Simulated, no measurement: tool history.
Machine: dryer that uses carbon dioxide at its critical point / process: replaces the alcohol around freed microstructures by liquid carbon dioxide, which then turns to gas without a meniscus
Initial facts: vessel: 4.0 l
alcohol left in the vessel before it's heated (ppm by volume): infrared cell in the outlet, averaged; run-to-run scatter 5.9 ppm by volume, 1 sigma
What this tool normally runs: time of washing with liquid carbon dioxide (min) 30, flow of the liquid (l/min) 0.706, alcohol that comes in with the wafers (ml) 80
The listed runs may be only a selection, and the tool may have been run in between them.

run   hour  time of washing with liquid carbon dioxide (min)  flow of the liquid (l/min)  alcohol that comes in with the wafers (ml)  alcohol left in the vessel before it's heated (ppm by volume)
  1    0.0                                                30                       0.706                                          80                                                            363
  2   20.4                                                30                       0.706                                          80                                                            360
  3   35.6                                                30                       0.706                                          80                                                            362
  4   57.1                                                30                       0.706                                          80                                                            384
  5   67.7                                                45                       0.706                                          80                                                            195
  6   87.7                                                30                       0.659                                          80                                                            468
  7  104.8                                                28                       0.706                                          80                                                            479
  8  129.1                                                28                       0.706                                          80                                                            488
  9  142.3                                                28                       0.706                                          80                                                            490
 10  166.2                                                28                       0.706                                          80                                                            505
 11  183.5                                                30                       0.706                                          80                                                            440
 12  207.5                                                30                       0.706                                          80                                                            426
 13  230.7                                                30                       0.544                                          80                                                            878
 14  254.3                                                30                       0.544                                          80                                                            907
 15  272.0                                                30                       0.426                                          80                                                           1743
 16  285.8                                                30                       0.426                                          80                                                           1754
 17  300.6                                                30                       0.706                                          80                                                            458
 18  314.7                                                30                       0.706                                          80                                                            452
 19  338.6                                                42                       0.706                                          80                                                            284
 20  363.5                                                42                       0.706                                          23                                                            262
 21  386.9                                                21                       0.740                                          80                                                           1066
     403.9  -- purifier's bed changed
 22  410.2                                                28                       1.031                                          41                                                             30
 23  432.8                                                34                       0.505                                          41                                                            341
 24  444.2                                                30                       0.755                                          40                                                            106
 25  468.1                                                28                       1.113                                          20                                                             28
 26  492.3                                                40                       0.706                                          98                                                            101
 27  507.8                                                30                       0.545                                          80                                                            781
 28  523.7                                                28                       0.683                                          23                                                            148
 29  546.3                                                28                       0.683                                          23                                                            164
 30  568.8                                                28                       0.683                                          23                                                            170
 31  590.5                                                26                       0.706                                          31                                                            240
 32  612.0                                                22                       0.957                                          31                                                            154
 33  635.0                                                22                       0.957                                          31                                                            163
 34  649.8                                                19                       0.597                                          55                                                           1490
 35  663.6                                                19                       0.597                                          55                                                           1532
 36  685.3                                                23                       1.171                                          47                                                            115
 37  701.4                                                20                       0.535                                          47                                                           1533
 38  726.7                                                26                       0.735                                          80                                                            510
 39  749.2                                                30                       0.706                                          62                                                            315

Measured less the same run without the tool's hidden state. The same run-to-run variation is in both; the gauge's scatter may not be:
The tool's hidden condition here consists of: flow that reaches the vessel past the clogged filter, %; alcohol in the recycled carbon dioxide, ppm; drift of the gauge itself on alcohol_ppm, %.
run  alcohol left in the vessel before it's heated (ppm by volume)
  1                                                           +157
  2                                                           +162
  3                                                           +164
  4                                                           +177
  5                                                           +170
  6                                                           +193
  7                                                           +199
  8                                                           +207
  9                                                           +208
 10                                                           +221
 11                                                           +225
 12                                                           +226
 13                                                           +268
 14                                                           +287
 15                                                           +348
 16                                                           +358
 17                                                           +256
 18                                                           +260
 19                                                           +246
 20                                                           +245
 21                                                           +367
 22                                                             +7
 23                                                            +60
 24                                                            +30
 25                                                            +18
 26                                                            +43
 27                                                           +160
 28                                                            +54
 29                                                            +61
 30                                                            +68
 31                                                            +92
 32                                                            +77
 33                                                            +86
 34                                                           +287
 35                                                           +304
 36                                                            +83
 37                                                           +305
 38                                                           +203
 39                                                           +158
